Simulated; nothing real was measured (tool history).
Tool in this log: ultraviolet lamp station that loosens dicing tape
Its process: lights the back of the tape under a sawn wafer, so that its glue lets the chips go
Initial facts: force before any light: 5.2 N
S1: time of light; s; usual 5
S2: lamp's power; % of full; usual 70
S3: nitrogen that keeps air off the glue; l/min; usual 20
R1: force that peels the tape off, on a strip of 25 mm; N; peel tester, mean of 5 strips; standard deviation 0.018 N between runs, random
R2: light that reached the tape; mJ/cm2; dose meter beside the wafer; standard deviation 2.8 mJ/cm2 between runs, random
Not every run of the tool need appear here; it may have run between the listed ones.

{"run": 1, "hour": 0.0, "S1": 5, "S2": 70, "S3": 20, "R1": 1.014, "R2": 361}
{"run": 2, "hour": 37.3, "S1": 5, "S2": 70, "S3": 20, "R1": 1.017, "R2": 349}
{"run": 3, "hour": 81.6, "S1": 5, "S2": 70, "S3": 20, "R1": 1.02, "R2": 350}
{"run": 4, "hour": 141.7, "S1": 5, "S2": 70, "S3": 20, "R1": 1.048, "R2": 340}
{"run": 5, "hour": 180.7, "S1": 5, "S2": 70, "S3": 8, "R1": 1.551, "R2": 336}
{"run": 6, "hour": 228.9, "S1": 5, "S2": 97, "S3": 8, "R1": 1.006, "R2": 458}
{"run": 7, "hour": 295.3, "S1": 5, "S2": 97, "S3": 8, "R1": 1.103, "R2": 443}
{"run": 8, "hour": 324.9, "S1": 5, "S2": 94, "S3": 8, "R1": 1.165, "R2": 421}
{"run": 9, "hour": 363.1, "S1": 5, "S2": 94, "S3": 8, "R1": 1.182, "R2": 418}
{"hour": 408.2, "done": "window cleaned of glue's vapour"}
{"run": 10, "hour": 436.0, "S1": 5, "S2": 94, "S3": 8, "R1": 1.141, "R2": 429}
{"run": 11, "hour": 465.8, "S1": 5, "S2": 94, "S3": 8, "R1": 1.151, "R2": 429}
{"run": 12, "hour": 500.7, "S1": 5, "S2": 70, "S3": 20, "R1": 1.165, "R2": 314}
{"run": 13, "hour": 531.8, "S1": 5, "S2": 71, "S3": 20, "R1": 1.206, "R2": 313}
{"run": 14, "hour": 567.6, "S1": 5, "S2": 71, "S3": 20, "R1": 1.247, "R2": 308}
{"run": 15, "hour": 636.7, "S1": 5, "S2": 71, "S3": 20, "R1": 1.295, "R2": 297}
{"run": 16, "hour": 697.8, "S1": 5, "S2": 70, "S3": 20, "R1": 1.317, "R2": 289}
{"run": 17, "hour": 741.0, "S1": 5, "S2": 70, "S3": 20, "R1": 1.382, "R2": 287}
{"run": 18, "hour": 775.2, "S1": 5, "S2": 70, "S3": 34, "R1": 1.174, "R2": 282}
{"hour": 816.3, "done": "window cleaned of glue's vapour"}
{"run": 19, "hour": 840.1, "S1": 5, "S2": 70, "S3": 34, "R1": 1.168, "R2": 288}
{"run": 20, "hour": 899.7, "S1": 5, "S2": 70, "S3": 7, "R1": 1.978, "R2": 287}
{"run": 21, "hour": 959.5, "S1": 5, "S2": 70, "S3": 7, "R1": 2.03, "R2": 275}
{"run": 22, "hour": 1024.2, "S1": 5, "S2": 70, "S3": 7, "R1": 2.118, "R2": 266}
{"run": 23, "hour": 1096.1, "S1": 5, "S2": 70, "S3": 7, "R1": 2.137, "R2": 259}
{"run": 24, "hour": 1125.9, "S1": 2, "S2": 67, "S3": 8, "R1": 3.63, "R2": 99}
{"run": 25, "hour": 1191.1, "S1": 2, "S2": 67, "S3": 8, "R1": 3.724, "R2": 95}
{"hour": 1221.4, "done": "window cleaned of glue's vapour"}
{"run": 26, "hour": 1222.9, "S1": 2, "S2": 67, "S3": 8, "R1": 3.725, "R2": 102}
{"run": 27, "hour": 1265.7, "S1": 2, "S2": 67, "S3": 8, "R1": 3.627, "R2": 93}
{"run": 28, "hour": 1321.9, "S1": 3, "S2": 80, "S3": 14, "R1": 2.515, "R2": 165}
{"run": 29, "hour": 1363.4, "S1": 3, "S2": 84, "S3": 15, "R1": 2.401, "R2": 174}
{"run": 30, "hour": 1432.0, "S1": 3, "S2": 84, "S3": 15, "R1": 2.434, "R2": 170}
{"run": 31, "hour": 1483.4, "S1": 3, "S2": 84, "S3": 15, "R1": 2.534, "R2": 160}
{"hour": 1500.4, "done": "lamp changed"}
{"run": 32, "hour": 1545.4, "S1": 3, "S2": 84, "S3": 15, "R1": 1.723, "R2": 260}
{"run": 33, "hour": 1580.2, "S1": 3, "S2": 84, "S3": 15, "R1": 1.717, "R2": 256}
{"run": 34, "hour": 1617.0, "S1": 3, "S2": 78, "S3": 28, "R1": 1.557, "R2": 231}
{"hour": 1628.6, "done": "window cleaned of glue's vapour"}
{"run": 35, "hour": 1681.5, "S1": 5, "S2": 83, "S3": 20, "R1": 0.741, "R2": 432}
{"run": 36, "hour": 1753.5, "S1": 9, "S2": 75, "S3": 20, "R1": 0.323, "R2": 681}
{"run": 37, "hour": 1820.0, "S1": 9, "S2": 75, "S3": 20, "R1": 0.364, "R2": 664}
{"run": 38, "hour": 1858.1, "S1": 9, "S2": 75, "S3": 20, "R1": 0.356, "R2": 656}
{"run": 39, "hour": 1898.5, "S1": 8, "S2": 72, "S3": 14, "R1": 0.571, "R2": 556}
{"run": 40, "hour": 1950.6, "S1": 8, "S2": 72, "S3": 14, "R1": 0.606, "R2": 546}
{"run": 41, "hour": 1996.2, "S1": 5, "S2": 70, "S3": 7, "R1": 1.63, "R2": 324}
{"hour": 2037.1, "done": "window cleaned of glue's vapour"}
{"run": 42, "hour": 2057.1, "S1": 5, "S2": 70, "S3": 15, "R1": 1.21, "R2": 333}
{"run": 43, "hour": 2106.5, "S1": 5, "S2": 96, "S3": 33, "R1": 0.558, "R2": 451}
{"run": 44, "hour": 2154.8, "S1": 2, "S2": 70, "S3": 12, "R1": 3.056, "R2": 130}

Per-run results on a tool with no hidden state, each run keeping its own random variation:
The hidden state here: lamp's light, % of a new lamp's; light that the window lets through, % of a clean one's; drift of the gauge itself on peel_n, %; drift of the gauge itself on dose_mj_cm2, %.
run=1 R1=0.902 R2=390
run=2 R1=0.886 R2=383
run=3 R1=0.868 R2=389
run=4 R1=0.864 R2=386
run=5 R1=1.310 R2=387
run=6 R1=0.787 R2=536
run=7 R1=0.835 R2=532
run=8 R1=0.874 R2=512
run=9 R1=0.867 R2=515
run=10 R1=0.866 R2=516
run=11 R1=0.860 R2=521
run=12 R1=0.857 R2=388
run=13 R1=0.870 R2=392
run=14 R1=0.884 R2=390
run=15 R1=0.886 R2=387
run=16 R1=0.877 R2=385
run=17 R1=0.900 R2=388
run=18 R1=0.720 R2=387
run=19 R1=0.745 R2=386
run=20 R1=1.398 R2=393
run=21 R1=1.402 R2=387
run=22 R1=1.428 R2=387
run=23 R1=1.403 R2=387
run=24 R1=3.025 R2=149
run=25 R1=3.073 R2=148
run=26 R1=3.105 R2=153
run=27 R1=3.003 R2=144
run=28 R1=1.675 R2=263
run=29 R1=1.534 R2=280
run=30 R1=1.522 R2=281
run=31 R1=1.554 R2=275
run=32 R1=1.591 R2=279
run=33 R1=1.565 R2=278
run=34 R1=1.388 R2=255
run=35 R1=0.668 R2=459
run=36 R1=0.280 R2=742
run=37 R1=0.305 R2=741
run=38 R1=0.293 R2=743
run=39 R1=0.447 R2=639
run=40 R1=0.461 R2=639
run=41 R1=1.333 R2=385
run=42 R1=0.985 R2=385
run=43 R1=0.417 R2=531
run=44 R1=2.751 R2=156

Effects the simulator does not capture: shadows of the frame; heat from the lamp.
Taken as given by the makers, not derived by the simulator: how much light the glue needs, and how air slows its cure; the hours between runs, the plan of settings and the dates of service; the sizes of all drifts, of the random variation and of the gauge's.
